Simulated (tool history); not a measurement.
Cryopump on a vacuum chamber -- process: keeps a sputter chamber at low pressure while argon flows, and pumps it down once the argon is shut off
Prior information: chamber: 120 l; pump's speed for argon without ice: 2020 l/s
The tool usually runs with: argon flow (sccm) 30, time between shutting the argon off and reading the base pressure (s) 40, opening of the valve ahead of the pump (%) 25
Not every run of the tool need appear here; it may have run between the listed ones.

run,day,argon flow (sccm),time between shutting the argon off and reading the base pressure (s),opening of the valve ahead of the pump (%),pressure while argon flows (Pa),pressure after the wait (uPa)
1,0.000,30,40,25,0.1030,0.95
2,0.675,30,40,25,0.1032,1.01
3,1.358,30,40,25,0.1043,1.03
4,2.125,30,40,25,0.1034,0.96
5,2.808,30,40,25,0.1041,1.02
6,3.300,19,40,25,0.0665,1.00
7,3.938,19,40,25,0.0664,1.05
8,4.375,30,40,25,0.1048,1.03
9,4.783,30,40,22,0.1190,1.07
10,5.242,30,40,22,0.1193,1.03
11,5.975,30,28,25,0.1059,1.30
12,6.821,30,40,18,0.1439,1.05
13,7.425,30,40,18,0.1449,1.02
14,7.900,30,40,18,0.1435,1.04
15,8.350,30,40,25,0.1056,1.05
16,9.042,30,40,25,0.1067,1.01
17,9.829,30,154,25,0.1056,0.56
18,10.638,30,40,21,0.1246,1.03
19,11.262,37,23,30,0.1094,1.57
20,11.675,12,40,25,0.0425,1.04
21,12.071,30,52,57,0.0497,0.89
22,12.558,54,139,41,0.1201,0.59
23,12.933,54,139,41,0.1200,0.58
24,13.350,38,40,25,0.1342,1.02
25,14.000,22,40,25,0.0784,1.08
26,14.546,22,40,25,0.0781,1.09
27,15.104,59,156,25,0.2093,0.58
28,15.704,29,63,19,0.1333,0.81
29,16.342,30,99,25,0.1079,0.66
30,17.233,22,113,29,0.0695,0.63
31,18.133,24,27,29,0.0742,1.45
32,18.892,32,24,27,0.1072,1.57

Results per run with the tool's hidden condition removed, run-to-run variation unchanged:
The tool's hidden condition here consists of: pump's speed, % of a pump's without ice; cold plate's temperature, K; leak into the chamber, uPa l/s; drift of the gauge itself on working_pa, %; drift of the gauge itself on base_upa, %.
run,pressure while argon flows (Pa),pressure after the wait (uPa)
1,0.1000,0.82
2,0.1000,0.87
3,0.1010,0.88
4,0.0999,0.81
5,0.1005,0.87
6,0.0642,0.85
7,0.0639,0.89
8,0.1009,0.87
9,0.1150,0.90
10,0.1152,0.87
11,0.1016,1.13
12,0.1394,0.88
13,0.1403,0.85
14,0.1388,0.86
15,0.1008,0.87
16,0.1017,0.83
17,0.1005,0.37
18,0.1194,0.84
19,0.1028,1.38
20,0.0403,0.85
21,0.0441,0.68
22,0.1098,0.39
23,0.1096,0.37
24,0.1267,0.82
25,0.0740,0.87
26,0.0736,0.87
27,0.1969,0.36
28,0.1271,0.59
29,0.1013,0.43
30,0.0645,0.40
31,0.0686,1.21
32,0.0995,1.33

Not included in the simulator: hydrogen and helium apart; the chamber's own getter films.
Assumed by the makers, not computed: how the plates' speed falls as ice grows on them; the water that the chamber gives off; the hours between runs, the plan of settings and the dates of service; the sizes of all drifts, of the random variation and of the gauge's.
